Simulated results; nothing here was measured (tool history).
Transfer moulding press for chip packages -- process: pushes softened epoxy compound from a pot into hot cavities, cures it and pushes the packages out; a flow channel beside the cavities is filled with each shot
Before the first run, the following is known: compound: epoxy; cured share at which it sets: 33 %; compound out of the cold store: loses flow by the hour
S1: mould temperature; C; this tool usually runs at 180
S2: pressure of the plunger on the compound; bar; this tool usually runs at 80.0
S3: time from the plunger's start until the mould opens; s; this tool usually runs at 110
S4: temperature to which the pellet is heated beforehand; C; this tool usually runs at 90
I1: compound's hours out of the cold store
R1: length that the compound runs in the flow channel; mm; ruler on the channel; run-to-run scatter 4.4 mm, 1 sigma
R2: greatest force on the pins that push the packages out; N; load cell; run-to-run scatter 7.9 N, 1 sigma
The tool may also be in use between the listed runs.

run    hour   S1    S2   S3  S4    I1    R1   R2
  1     0.0  180  80.0  110  90  44.7   845  341
  2    37.9  180  80.0  110  90  30.4   896  353
  3    74.9  180  80.0  110  90  28.5   901  351
  4   114.9  180  80.0  110  86  25.5   902  350
      158.7  -- cavities cleaned with cleaning compound and waxed
  5   186.1  180  80.0  110  86  41.7   856  354
  6   235.0  180  80.0  110  86  28.4   892  354
      255.8  -- plunger's sealing rings changed
  7   272.4  180  80.0  110  86  11.8   960  358
      322.6  -- cavities cleaned with cleaning compound and waxed
  8   332.4  180  80.0  110  81  20.5   931  337
  9   368.4  182  80.0  110  81   9.1   973  335
 10   403.2  182  80.0  110  81  14.6   935  320
 11   432.1  182  80.0  110  81  25.6   898  330
      482.0  -- cavities cleaned with cleaning compound and waxed
 12   492.6  187  80.0  110  81  11.1   930  299
 13   542.1  187  80.0  110  81  41.0   838  317
 14   584.9  187  80.0  110  81  44.6   829  321
      641.1  -- cavities cleaned with cleaning compound and waxed
 15   641.6  186  60.3  129  95  19.1   795  316
 16   691.4  174  76.0   99  86  36.0   869  572
 17   748.7  182  99.2  114  86  19.1  1031  323
      789.9  -- mould's thermocouples calibrated
 18   798.3  182  99.2  114  86  21.2  1020  338
      805.8  -- cavities cleaned with cleaning compound and waxed
 19   868.3  182  99.2  138  86  42.5   938  307
 20   904.3  176  87.2  109  86  15.9  1000  436
      943.4  -- plunger's sealing rings changed
      966.9  -- cavities cleaned with cleaning compound and waxed
 21   966.9  176  87.2  109  86  13.0  1011  427
 22   996.2  176  87.2  121  89  47.9   886  346
 23  1031.6  176  87.2  121  89  41.2   899  360
 24  1081.4  182  74.3  142  99  35.9   833  306
     1127.9  -- cavities cleaned with cleaning compound and waxed
 25  1153.0  173  81.0  142  81  27.4   936  344
 26  1202.3  174  80.0  110  86  26.4   933  466
 27  1244.0  174  80.0  110  90  27.6   922  461
     1286.7  -- cavities cleaned with cleaning compound and waxed
 28  1295.3  181  79.6  110  90  10.0   958  329

Below are 3 alternative next runs, each starting from the tool's condition after run 28. Predict each:
  A  1326.6  182  89.9  110  84  44.2   ?   ?
  B  1326.6  180  84.9  110  90  24.4   ?   ?
  C  1326.6  180  65.9  110  98  20.2   ?   ?

run   R1   R2
  A  883  327
  B  943  357
  C  849  345
Without the tool's hidden state the same runs would have given:
run   R1   R2
  A  883  324
  B  943  353
  C  849  342
